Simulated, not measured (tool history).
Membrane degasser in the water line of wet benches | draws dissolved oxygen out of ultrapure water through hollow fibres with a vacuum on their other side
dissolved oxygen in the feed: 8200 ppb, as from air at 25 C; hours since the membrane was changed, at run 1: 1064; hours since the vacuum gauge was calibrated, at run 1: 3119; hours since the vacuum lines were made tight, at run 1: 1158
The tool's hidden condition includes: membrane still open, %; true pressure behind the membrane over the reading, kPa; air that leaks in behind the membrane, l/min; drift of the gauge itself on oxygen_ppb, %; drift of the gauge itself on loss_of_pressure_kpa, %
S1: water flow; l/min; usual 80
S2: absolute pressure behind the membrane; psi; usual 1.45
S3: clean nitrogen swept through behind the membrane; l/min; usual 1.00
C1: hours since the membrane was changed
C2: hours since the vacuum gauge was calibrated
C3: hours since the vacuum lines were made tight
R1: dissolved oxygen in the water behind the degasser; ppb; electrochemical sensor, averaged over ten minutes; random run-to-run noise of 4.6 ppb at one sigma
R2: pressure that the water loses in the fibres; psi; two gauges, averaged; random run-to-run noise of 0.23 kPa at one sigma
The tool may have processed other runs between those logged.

{"run": 1, "hour": 0.0, "S1": 80, "S2": 1.45, "S3": 1.0, "C1": 1064, "C2": 3119, "C3": 1158, "R1": 953.1, "R2": 8.566}
{"run": 2, "hour": 61.6, "S1": 80, "S2": 1.45, "S3": 1.0, "C1": 1126, "C2": 3180, "C3": 1219, "R1": 946.4, "R2": 8.504}
{"run": 3, "hour": 99.0, "S1": 80, "S2": 1.45, "S3": 1.0, "C1": 1163, "C2": 3218, "C3": 1257, "R1": 943.2, "R2": 8.486}
{"run": 4, "hour": 139.8, "S1": 80, "S2": 1.45, "S3": 1.0, "C1": 1204, "C2": 3259, "C3": 1297, "R1": 953.5, "R2": 8.573}
{"run": 5, "hour": 204.1, "S1": 80, "S2": 1.45, "S3": 1.0, "C1": 1268, "C2": 3323, "C3": 1362, "R1": 947.5, "R2": 8.504}
{"run": 6, "hour": 255.1, "S1": 80, "S2": 1.45, "S3": 1.0, "C1": 1319, "C2": 3374, "C3": 1413, "R1": 941.6, "R2": 8.52}
{"run": 7, "hour": 308.6, "S1": 80, "S2": 1.45, "S3": 1.0, "C1": 1373, "C2": 3427, "C3": 1466, "R1": 946.7, "R2": 8.585}
{"run": 8, "hour": 343.1, "S1": 80, "S2": 1.45, "S3": 1.0, "C1": 1407, "C2": 3462, "C3": 1501, "R1": 952.5, "R2": 8.515}
{"run": 9, "hour": 401.8, "S1": 80, "S2": 1.45, "S3": 1.0, "C1": 1466, "C2": 3521, "C3": 1559, "R1": 947.6, "R2": 8.538}
{"run": 10, "hour": 453.5, "S1": 80, "S2": 1.45, "S3": 1.0, "C1": 1518, "C2": 3572, "C3": 1611, "R1": 954.8, "R2": 8.459}
{"run": 11, "hour": 501.9, "S1": 80, "S2": 1.45, "S3": 1.0, "C1": 1566, "C2": 3621, "C3": 1659, "R1": 948.3, "R2": 8.489}
{"run": 12, "hour": 564.9, "S1": 80, "S2": 1.45, "S3": 1.0, "C1": 1629, "C2": 3684, "C3": 1723, "R1": 957.3, "R2": 8.501}
{"run": 13, "hour": 617.3, "S1": 80, "S2": 1.45, "S3": 0.5, "C1": 1682, "C2": 3736, "C3": 1775, "R1": 1353.3, "R2": 8.53}
{"run": 14, "hour": 652.6, "S1": 121, "S2": 1.45, "S3": 0.5, "C1": 1717, "C2": 3771, "C3": 1810, "R1": 1742.5, "R2": 12.892}
{"run": 15, "hour": 697.6, "S1": 50, "S2": 1.45, "S3": 1.21, "C1": 1762, "C2": 3816, "C3": 1855, "R1": 567.9, "R2": 5.311}
{"run": 16, "hour": 731.6, "S1": 50, "S2": 1.45, "S3": 1.21, "C1": 1796, "C2": 3850, "C3": 1889, "R1": 569.3, "R2": 5.334}
{"run": 17, "hour": 794.2, "S1": 50, "S2": 1.07, "S3": 2.33, "C1": 1858, "C2": 3913, "C3": 1952, "R1": 228.4, "R2": 5.356}
{"run": 18, "hour": 832.5, "S1": 50, "S2": 1.07, "S3": 2.33, "C1": 1897, "C2": 3951, "C3": 1990, "R1": 227.4, "R2": 5.363}
{"run": 19, "hour": 873.1, "S1": 50, "S2": 1.07, "S3": 2.33, "C1": 1937, "C2": 3992, "C3": 2031, "R1": 227.8, "R2": 5.378}
{"run": 20, "hour": 907.6, "S1": 75, "S2": 1.07, "S3": 2.33, "C1": 1972, "C2": 4026, "C3": 2065, "R1": 373.2, "R2": 8.035}
{"run": 21, "hour": 973.5, "S1": 57, "S2": 1.33, "S3": 2.93, "C1": 2038, "C2": 4092, "C3": 2131, "R1": 299.0, "R2": 6.074}
{"run": 22, "hour": 1002.5, "S1": 107, "S2": 1.33, "S3": 1.69, "C1": 2067, "C2": 4121, "C3": 2160, "R1": 855.9, "R2": 11.371}
{"run": 23, "hour": 1065.1, "S1": 107, "S2": 1.33, "S3": 1.69, "C1": 2129, "C2": 4184, "C3": 2223, "R1": 842.0, "R2": 11.433}
{"run": 24, "hour": 1100.6, "S1": 107, "S2": 1.33, "S3": 1.69, "C1": 2165, "C2": 4219, "C3": 2258, "R1": 852.3, "R2": 11.372}
{"run": 25, "hour": 1165.2, "S1": 107, "S2": 1.33, "S3": 1.69, "C1": 2229, "C2": 4284, "C3": 2323, "R1": 847.3, "R2": 11.335}
{"run": 26, "hour": 1212.2, "S1": 51, "S2": 3.15, "S3": 1.0, "C1": 2276, "C2": 4331, "C3": 2370, "R1": 1533.6, "R2": 5.493}
{"run": 27, "hour": 1263.4, "S1": 66, "S2": 1.45, "S3": 1.84, "C1": 2328, "C2": 4382, "C3": 2421, "R1": 549.1, "R2": 7.062}

Each row is a separate what-if for the run after 27, all from the same tool condition, not one after another. Results?
{"run": "A", "hour": 1321.0, "S1": 80, "S2": 1.1, "S3": 2.29, "C1": 2385, "C2": 4440, "C3": 2479, "R1": "?", "R2": "?"}
{"run": "B", "hour": 1321.0, "S1": 66, "S2": 1.57, "S3": 1.84, "C1": 2385, "C2": 4440, "C3": 2479, "R1": "?", "R2": "?"}
{"run": "C", "hour": 1321.0, "S1": 88, "S2": 1.45, "S3": 1.84, "C1": 2385, "C2": 4440, "C3": 2479, "R1": "?", "R2": "?"}
{"run": "D", "hour": 1321.0, "S1": 75, "S2": 2.94, "S3": 0.49, "C1": 2385, "C2": 4440, "C3": 2479, "R1": "?", "R2": "?"}
{"run": "E", "hour": 1321.0, "S1": 116, "S2": 1.55, "S3": 1.84, "C1": 2385, "C2": 4440, "C3": 2479, "R1": "?", "R2": "?"}

run=A R1=422.8 R2=8.583
run=B R1=598.6 R2=7.095
run=C R1=726.4 R2=9.422
run=D R1=2764.2 R2=8.008
run=E R1=1026.0 R2=12.428
With no hidden state in the tool, these same runs would have given:
run=A R1=406.9 R2=8.512
run=B R1=584.3 R2=7.036
run=C R1=707.7 R2=9.345
run=D R1=2741.1 R2=7.942
run=E R1=1002.7 R2=12.325
